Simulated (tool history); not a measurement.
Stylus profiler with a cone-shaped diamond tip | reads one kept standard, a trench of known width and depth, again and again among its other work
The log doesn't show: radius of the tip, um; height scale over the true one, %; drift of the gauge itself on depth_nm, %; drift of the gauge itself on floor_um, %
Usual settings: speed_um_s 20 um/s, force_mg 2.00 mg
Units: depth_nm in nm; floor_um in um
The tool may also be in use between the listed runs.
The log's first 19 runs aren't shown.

run   hour  speed_um_s  force_mg  scans with this tip  hours of work since the height scale was calibrated  depth_nm  floor_um
 20  348.4          30      2.00                 6713                                                  712    202.95     17.04
 21  359.0          30      2.00                 6792                                                  720    202.91     17.01
 22  380.5          30      2.00                 6953                                                  737    202.88     17.01
 23  404.9          50      4.92                 7136                                                  757    205.33     16.95
 24  417.8          45      2.54                 7233                                                  767    203.38     16.95
 25  435.1          45      2.54                 7362                                                  781    203.39     16.97
 26  452.9          11      2.54                 7496                                                  795    203.40     17.12
 27  469.2          11      2.54                 7617                                                  808    203.35     17.09
 28  489.4          40      1.07                 7769                                                  824    201.90     16.80
 29  505.6          21      5.21                 7890                                                  837    205.54     17.11
 30  524.3          50      2.00                 8031                                                  852    202.86     16.92
 31  547.3          50      2.00                 8203                                                  870    202.93     16.87
 32  563.4          21      2.00                 8323                                                  883    202.95     17.01
 33  586.7          20      0.79                 8498                                                  901    201.53     17.03
 34  600.0          51      4.23                 8598                                                  912    204.81     16.95
 35  619.1           5      3.67                 8740                                                  927    204.39     17.13
 36  642.0           5      3.67                 8912                                                  945    204.39     17.14
 37  661.2           5      3.67                 9056                                                  960    204.30     17.18
 38  685.1          78      1.57                 9235                                                  979    202.50     16.72

Forecast run 39:
 39  700.7          78      1.57                 9351                                                  992         ?         ?

depth_nm: 202.45 nm
floor_um: 16.61 um
Without the tool's hidden state the same run would have given depth_nm 202.43 nm, floor_um 16.63 um.
